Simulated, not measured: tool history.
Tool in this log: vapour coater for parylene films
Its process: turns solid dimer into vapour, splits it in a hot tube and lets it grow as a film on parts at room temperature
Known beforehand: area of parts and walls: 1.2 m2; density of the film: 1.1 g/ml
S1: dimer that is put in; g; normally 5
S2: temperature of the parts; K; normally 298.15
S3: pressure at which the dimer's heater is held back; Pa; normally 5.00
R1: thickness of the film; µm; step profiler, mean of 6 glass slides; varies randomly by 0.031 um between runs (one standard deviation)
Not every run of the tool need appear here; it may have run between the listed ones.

| run | day | S1 | S2 | S3 | R1 |
|---|---|---|---|---|---|
| 1 | 0.000 | 5 | 298.15 | 5.00 | 2.64 |
| 2 | 0.650 | 5 | 298.15 | 5.00 | 2.56 |
|  | 1.283 | trap's valve overhauled |
| 3 | 1.450 | 5 | 298.15 | 5.00 | 2.92 |
| 4 | 2.171 | 5 | 292.15 | 5.00 | 3.30 |
| 5 | 2.533 | 5 | 292.15 | 5.00 | 3.33 |
| 6 | 3.275 | 5 | 292.15 | 5.00 | 3.30 |
| 7 | 4.008 | 5 | 294.15 | 5.00 | 3.14 |
| 8 | 4.517 | 5 | 294.15 | 4.20 | 3.21 |
| 9 | 4.908 | 5 | 290.15 | 4.20 | 3.50 |
| 10 | 5.650 | 5 | 290.15 | 4.20 | 3.51 |
| 11 | 6.167 | 5 | 298.15 | 5.00 | 2.88 |
| 12 | 6.571 | 5 | 292.15 | 5.00 | 3.30 |
| 13 | 7.258 | 5 | 292.15 | 5.00 | 3.32 |
| 14 | 7.667 | 5 | 292.15 | 5.00 | 3.22 |
| 15 | 8.296 | 5 | 292.15 | 5.00 | 3.27 |
| 16 | 8.671 | 5 | 292.15 | 5.00 | 3.22 |
| 17 | 9.379 | 9 | 292.15 | 3.84 | 6.03 |
| 18 | 9.950 | 9 | 292.15 | 3.84 | 6.06 |
| 19 | 10.496 | 5 | 291.15 | 4.26 | 3.38 |
| 20 | 11.104 | 5 | 291.15 | 4.26 | 3.34 |
| 21 | 11.500 | 3 | 298.15 | 2.14 | 1.94 |
| 22 | 11.867 | 5 | 302.15 | 5.00 | 2.58 |
| 23 | 12.383 | 5 | 302.15 | 5.00 | 2.66 |

Forecast each of these 4 alternatives for the next run:
| A | 13.088 | 4 | 298.15 | 5.00 | ? |
| B | 13.088 | 7 | 309.15 | 5.00 | ? |
| C | 13.088 | 5 | 302.15 | 2.34 | ? |
| D | 13.088 | 3 | 307.15 | 11.37 | ? |

| run | R1 |
|---|---|
| A | 2.22 |
| B | 3.26 |
| C | 2.95 |
| D | 1.28 |
Had the tool no hidden state, the same runs would have come out as:
| run | R1 |
|---|---|
| A | 2.33 |
| B | 3.42 |
| C | 3.10 |
| D | 1.34 |
